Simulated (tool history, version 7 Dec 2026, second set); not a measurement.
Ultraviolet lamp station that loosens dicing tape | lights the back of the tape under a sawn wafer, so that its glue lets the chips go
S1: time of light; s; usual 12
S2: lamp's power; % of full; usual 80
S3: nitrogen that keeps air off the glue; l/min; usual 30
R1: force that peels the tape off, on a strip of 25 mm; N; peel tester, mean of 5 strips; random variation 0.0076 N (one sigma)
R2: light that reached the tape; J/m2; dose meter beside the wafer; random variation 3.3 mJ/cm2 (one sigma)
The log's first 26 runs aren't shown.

{"run": 27, "hour": 1172.5, "S1": 23, "S2": 92, "S3": 17, "R1": 0.252, "R2": 7380}
{"run": 28, "hour": 1208.9, "S1": 21, "S2": 92, "S3": 31, "R1": 0.249, "R2": 6560}
{"run": 29, "hour": 1238.8, "S1": 15, "S2": 75, "S3": 10, "R1": 0.867, "R2": 3860}
{"run": 30, "hour": 1298.2, "S1": 15, "S2": 75, "S3": 40, "R1": 0.388, "R2": 3750}
{"run": 31, "hour": 1340.0, "S1": 15, "S2": 75, "S3": 40, "R1": 0.375, "R2": 3670}
{"hour": 1378.7, "done": "window cleaned of glue's vapour"}
{"run": 32, "hour": 1385.0, "S1": 6, "S2": 78, "S3": 10, "R1": 2.191, "R2": 1770}
{"run": 33, "hour": 1443.1, "S1": 6, "S2": 78, "S3": 22, "R1": 1.616, "R2": 1760}
{"run": 34, "hour": 1478.8, "S1": 12, "S2": 71, "S3": 30, "R1": 0.556, "R2": 3090}
{"run": 35, "hour": 1536.8, "S1": 7, "S2": 80, "S3": 16, "R1": 1.578, "R2": 2000}
{"run": 36, "hour": 1580.5, "S1": 12, "S2": 73, "S3": 57, "R1": 0.415, "R2": 3070}
{"run": 37, "hour": 1609.1, "S1": 12, "S2": 73, "S3": 57, "R1": 0.41, "R2": 3020}
{"run": 38, "hour": 1659.7, "S1": 12, "S2": 73, "S3": 36, "R1": 0.579, "R2": 2930}
{"run": 39, "hour": 1698.2, "S1": 11, "S2": 88, "S3": 21, "R1": 0.698, "R2": 3150}
{"hour": 1715.3, "done": "lamp changed"}
{"run": 40, "hour": 1726.1, "S1": 11, "S2": 88, "S3": 21, "R1": 0.354, "R2": 4950}
{"run": 41, "hour": 1780.2, "S1": 9, "S2": 87, "S3": 30, "R1": 0.39, "R2": 3930}
{"run": 42, "hour": 1826.1, "S1": 7, "S2": 92, "S3": 40, "R1": 0.471, "R2": 3190}
{"run": 43, "hour": 1884.5, "S1": 21, "S2": 95, "S3": 40, "R1": 0.23, "R2": 9690}

3 ways to go on from here, each from the tool as it stands after run 43. What would each give?
{"run": "A", "hour": 1925.0, "S1": 23, "S2": 80, "S3": 30, "R1": "?", "R2": "?"}
{"run": "B", "hour": 1925.0, "S1": 12, "S2": 98, "S3": 41, "R1": "?", "R2": "?"}
{"run": "C", "hour": 1925.0, "S1": 23, "S2": 97, "S3": 23, "R1": "?", "R2": "?"}

run=A R1=0.242 R2=8680
run=B R1=0.259 R2=5640
run=C R1=0.256 R2=10700
Without the tool's hidden state the same runs would have given:
run=A R1=0.240 R2=10010
run=B R1=0.247 R2=6490
run=C R1=0.255 R2=12330
